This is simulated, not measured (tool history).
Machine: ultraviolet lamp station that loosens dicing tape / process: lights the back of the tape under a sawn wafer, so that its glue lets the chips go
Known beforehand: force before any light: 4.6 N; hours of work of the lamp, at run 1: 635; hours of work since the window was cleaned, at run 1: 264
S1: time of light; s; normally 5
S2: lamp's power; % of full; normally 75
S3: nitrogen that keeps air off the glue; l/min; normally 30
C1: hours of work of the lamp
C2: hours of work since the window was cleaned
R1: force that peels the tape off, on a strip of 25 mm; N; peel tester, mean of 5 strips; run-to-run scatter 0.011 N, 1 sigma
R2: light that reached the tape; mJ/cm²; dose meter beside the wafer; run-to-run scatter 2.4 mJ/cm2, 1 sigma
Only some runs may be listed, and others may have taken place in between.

run   hour  S1  S2  S3    C1   C2     R1   R2
  1    0.0   5  75  30   635  264  0.607  233
  2   20.8   5  96  30   651  280  0.420  296
  3   37.4   5  96  30   664  293  0.422  294
  4   50.6   5  96  30   675  304  0.411  297
  5   73.6   5  68  30   693  322  0.741  209
  6  103.0   5  68  30   716  345  0.742  205
  7  133.2   5  68  30   740  369  0.769  198
  8  148.8   5  75  30   752  382  0.656  220
  9  179.6   5  75  30   777  406  0.672  217
 10  205.4   5  75  30   797  427  0.678  223
 11  226.1   5  99  30   814  443  0.450  288
 12  254.4   5  75  30   836  465  0.676  214
 13  268.0   5  75  30   847  476  0.684  214
 14  283.4   5  75  34   859  488  0.675  213
 15  299.6   5  75  34   872  501  0.693  208
 16  329.4   5  75  12   896  525  1.033  212
 17  349.3   5  75  12   911  541  1.022  208
 18  366.9   5  75  12   925  554  1.018  206
 19  396.8   5  75  33   949  578  0.723  210
 20  419.2   4  69  12   967  596  1.507  147
     421.9  -- window cleaned of glue's vapour
 21  442.9   7  69  12   985   17  0.825  247
 22  461.4   7  74  11  1000   31  0.752  261
 23  482.6   7  94  53  1016   48  0.308  327
     485.1  -- window cleaned of glue's vapour, once more
 24  504.4   6  87  30  1033   15  0.344  331
 25  523.7   6  87  30  1049   31  0.359  331
 26  550.4   7  75  21  1070   52  0.426  329
 27  568.8   6  73  12  1084   66  0.699  270
 28  599.3   6  75  13  1109   90  0.682  274
 29  622.8   7  75  35  1127  109  0.368  319
 30  645.4   7  94  46  1145  127  0.257  395
 31  660.2   2  86  36  1157  139  1.682  103
 32  675.1   7  65  18  1169  151  0.596  273
 33  694.3   7  65  14  1184  166  0.671  267
 34  708.8   3  65  23  1195  177  1.643  114
 35  736.5   3  65  23  1217  199  1.669  114
 36  750.4   7  92  23  1228  210  0.311  373

Difference, measured minus no-hidden-state, one row per run. Run-to-run variation is common to both terms; the gauge's own scatter need not be:
Hidden state present: lamp's light, % of a new lamp's; light that the window lets through, % of a clean one's; drift of the gauge itself on peel_n, %; drift of the gauge itself on dose_mj_cm2, %.
run      R1    R2
  1  +0.144   -43
  2  +0.096   -58
  3  +0.097   -59
  4  +0.098   -61
  5  +0.194   -44
  6  +0.203   -46
  7  +0.219   -49
  8  +0.195   -55
  9  +0.208   -58
 10  +0.216   -59
 11  +0.135   -80
 12  +0.228   -62
 13  +0.232   -64
 14  +0.233   -65
 15  +0.243   -66
 16  +0.349   -69
 17  +0.347   -70
 18  +0.357   -72
 19  +0.278   -73
 20  +0.468   -55
 21  +0.359  -110
 22  +0.339  -119
 23  +0.083  -156
 24  +0.066   -56
 25  +0.069   -58
 26  +0.093   -62
 27  +0.171   -53
 28  +0.177   -57
 29  +0.081   -70
 30  +0.034   -89
 31  +0.331   -23
 32  +0.168   -65
 33  +0.196   -67
 34  +0.351   -29
 35  +0.366   -30
 36  +0.074  -101

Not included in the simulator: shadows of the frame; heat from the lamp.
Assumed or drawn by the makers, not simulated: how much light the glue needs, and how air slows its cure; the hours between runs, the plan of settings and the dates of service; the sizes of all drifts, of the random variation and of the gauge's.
